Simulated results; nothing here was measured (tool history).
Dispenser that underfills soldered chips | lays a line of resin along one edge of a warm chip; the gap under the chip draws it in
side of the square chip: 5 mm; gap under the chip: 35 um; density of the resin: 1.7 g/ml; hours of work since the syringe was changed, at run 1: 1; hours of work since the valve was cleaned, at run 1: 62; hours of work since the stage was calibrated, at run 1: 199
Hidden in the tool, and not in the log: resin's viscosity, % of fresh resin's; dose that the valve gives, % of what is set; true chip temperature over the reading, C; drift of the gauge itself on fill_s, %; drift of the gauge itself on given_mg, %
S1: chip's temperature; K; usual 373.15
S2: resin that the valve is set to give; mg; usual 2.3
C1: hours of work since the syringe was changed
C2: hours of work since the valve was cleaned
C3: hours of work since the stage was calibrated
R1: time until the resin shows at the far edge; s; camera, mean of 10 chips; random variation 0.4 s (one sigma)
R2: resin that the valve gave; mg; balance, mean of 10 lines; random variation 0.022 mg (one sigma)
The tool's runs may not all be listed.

run   hour      S1    S2  C1  C2   C3    R1    R2
  1      0  373.15   2.3   1  62  199    28  2.17
       9.6  -- new syringe of resin
  2   11.5  373.15  2.19   2  70  208  29.3  2.05
      18.8  -- dispensing valve cleaned and set on the balance
      21.1  -- new syringe of resin
  3   21.1  373.15  2.19   0   2  214  27.4  2.19
  4   29.2  373.15  2.19   6   8  221  35.4  2.21
      31.4  -- new syringe of resin
      41.8  -- new syringe of resin
  5   41.8  373.15  2.19   0  17  230  28.1  2.14
      52.4  -- new syringe of resin
  6   52.5  373.15  2.19   0  25  238  28.2  2.15
  7   61.1  373.15  2.19   7  32  245  36.4  2.14
      63.2  -- new syringe of resin
      73.2  -- new syringe of resin
  8     74  373.15  2.19   1  42  254  28.7  2.14
      83.5  -- new syringe of resin
  9   85.7  373.15   2.3   2  50  263  30.1   2.2
      93.6  -- new syringe of resin
 10   94.6  373.15   2.3   1  57  270  28.7  2.19
 11  102.6  364.15  2.72   7  63  276  49.8  2.57
     103.7  -- new syringe of resin
     113.8  -- new syringe of resin
 12  113.8  382.15  2.26   0  72  284  20.5  2.09
     119.6  -- dispensing valve cleaned and set on the balance
 13  122.8  381.15  2.92   6   2  291    27  2.92
     124.6  -- new syringe of resin
 14  128.6  378.15  2.92   3   7  295  26.3  2.95
     134.7  -- new syringe of resin
 15    140  373.15  2.12   4  15  304  33.1  2.13
     145.1  -- new syringe of resin
 16  150.9  373.15  2.12   4  24  312  33.4  2.08
     155.4  -- new syringe of resin
     156.4  -- stage's temperature calibrated
 17  160.7  377.15  2.34   3  30    3  26.8  2.28
     166.5  -- new syringe of resin
 18  170.1  385.15  2.72   3  37   10    21  2.65
     176.3  -- new syringe of resin
 19  180.1  373.15  2.72   3  45   18  29.5  2.61
     186.3  -- new syringe of resin
 20  189.6  385.15  2.97   3  52   25  20.1  2.83

How the hidden state differs across the entries between the runs, from the last listed run before each to the first after it:
Between runs 1 and 2: new syringe of resin (hour 9.6)
  resin's viscosity, % of fresh resin's: 100.5 -> 105.3; dose that the valve gives, % of what is set: 94.62 -> 93.82; true chip temperature over the reading, C: -0.89 -> -0.91
  measured less the result without the state, R1: +1.2 -> +2.6 s; R2: -0.13 -> -0.13 mg
Between runs 2 and 3: dispensing valve cleaned and set on the balance (hour 18.8); new syringe of resin (hour 21.1)
  resin's viscosity, % of fresh resin's: 105.3 -> 99.4; dose that the valve gives, % of what is set: 93.82 -> 99.97; true chip temperature over the reading, C: -0.91 -> -0.93
  measured less the result without the state, R1: +2.6 -> +0.6 s; R2: -0.13 -> +0 mg
Between runs 4 and 5: new syringe of resin (hour 31.4); new syringe of resin (hour 41.8)
  resin's viscosity, % of fresh resin's: 126.4 -> 99.1; dose that the valve gives, % of what is set: 99.42 -> 98.66; true chip temperature over the reading, C: -0.94 -> -0.96
  measured less the result without the state, R1: +8.2 -> +0.7 s; R2: -0.01 -> -0.03 mg
Between runs 5 and 6: new syringe of resin (hour 52.4)
  resin's viscosity, % of fresh resin's: 99.1 -> 100.5; dose that the valve gives, % of what is set: 98.66 -> 97.98; true chip temperature over the reading, C: -0.96 -> -0.98
  measured less the result without the state, R1: +0.7 -> +1.2 s; R2: -0.03 -> -0.04 mg
Between runs 7 and 8: new syringe of resin (hour 63.2); new syringe of resin (hour 73.2)
  resin's viscosity, % of fresh resin's: 130.3 -> 102.1; dose that the valve gives, % of what is set: 97.44 -> 96.64; true chip temperature over the reading, C: -1 -> -1.02
  measured less the result without the state, R1: +9.5 -> +1.7 s; R2: -0.06 -> -0.07 mg
Between runs 8 and 9: new syringe of resin (hour 83.5)
  resin's viscosity, % of fresh resin's: 102.1 -> 106.1; dose that the valve gives, % of what is set: 96.64 -> 95.88; true chip temperature over the reading, C: -1.02 -> -1.04
  measured less the result without the state, R1: +1.7 -> +2.8 s; R2: -0.07 -> -0.09 mg
Between runs 9 and 10: new syringe of resin (hour 93.6)
  resin's viscosity, % of fresh resin's: 106.1 -> 103.5; dose that the valve gives, % of what is set: 95.88 -> 95.31; true chip temperature over the reading, C: -1.04 -> -1.05
  measured less the result without the state, R1: +2.8 -> +2.1 s; R2: -0.09 -> -0.1 mg
Between runs 11 and 12: new syringe of resin (hour 103.7); new syringe of resin (hour 113.8)
  resin's viscosity, % of fresh resin's: 131.6 -> 100.6; dose that the valve gives, % of what is set: 94.77 -> 94.03; true chip temperature over the reading, C: -1.07 -> -1.09
  measured less the result without the state, R1: +13.3 -> +1 s; R2: -0.15 -> -0.13 mg
Between runs 12 and 13: dispensing valve cleaned and set on the balance (hour 119.6)
  resin's viscosity, % of fresh resin's: 100.6 -> 127.8; dose that the valve gives, % of what is set: 94.03 -> 99.9; true chip temperature over the reading, C: -1.09 -> -1.1
  measured less the result without the state, R1: +1 -> +6.6 s; R2: -0.13 -> +0 mg
Between runs 13 and 14: new syringe of resin (hour 124.6)
  resin's viscosity, % of fresh resin's: 127.8 -> 112; dose that the valve gives, % of what is set: 99.9 -> 99.52; true chip temperature over the reading, C: -1.1 -> -1.11
  measured less the result without the state, R1: +6.6 -> +3.6 s; R2: +0 -> -0.01 mg
Between runs 14 and 15: new syringe of resin (hour 134.7)
  resin's viscosity, % of fresh resin's: 112 -> 117.5; dose that the valve gives, % of what is set: 99.52 -> 98.77; true chip temperature over the reading, C: -1.11 -> -1.13
  measured less the result without the state, R1: +3.6 -> +6 s; R2: -0.01 -> -0.03 mg
Between runs 15 and 16: new syringe of resin (hour 145.1)
  resin's viscosity, % of fresh resin's: 117.5 -> 120.5; dose that the valve gives, % of what is set: 98.77 -> 98.09; true chip temperature over the reading, C: -1.13 -> -1.15
  measured less the result without the state, R1: +6 -> +6.8 s; R2: -0.03 -> -0.04 mg
Between runs 16 and 17: new syringe of resin (hour 155.4); stage's temperature calibrated (hour 156.4)
  resin's viscosity, % of fresh resin's: 120.5 -> 116.6; dose that the valve gives, % of what is set: 98.09 -> 97.53; true chip temperature over the reading, C: -1.15 -> 0.14
  measured less the result without the state, R1: +6.8 -> +3.8 s; R2: -0.04 -> -0.06 mg
Between runs 17 and 18: new syringe of resin (hour 166.5)
  resin's viscosity, % of fresh resin's: 116.6 -> 111.7; dose that the valve gives, % of what is set: 97.53 -> 96.93; true chip temperature over the reading, C: 0.14 -> 0.12
  measured less the result without the state, R1: +3.8 -> +2.1 s; R2: -0.06 -> -0.09 mg
Between runs 18 and 19: new syringe of resin (hour 176.3)
  resin's viscosity, % of fresh resin's: 111.7 -> 111.8; dose that the valve gives, % of what is set: 96.93 -> 96.27; true chip temperature over the reading, C: 0.12 -> 0.11
  measured less the result without the state, R1: +2.1 -> +3.1 s; R2: -0.09 -> -0.1 mg
Between runs 19 and 20: new syringe of resin (hour 186.3)
  resin's viscosity, % of fresh resin's: 111.8 -> 109; dose that the valve gives, % of what is set: 96.27 -> 95.61; true chip temperature over the reading, C: 0.11 -> 0.09
  measured less the result without the state, R1: +3.1 -> +1.6 s; R2: -0.1 -> -0.13 mg
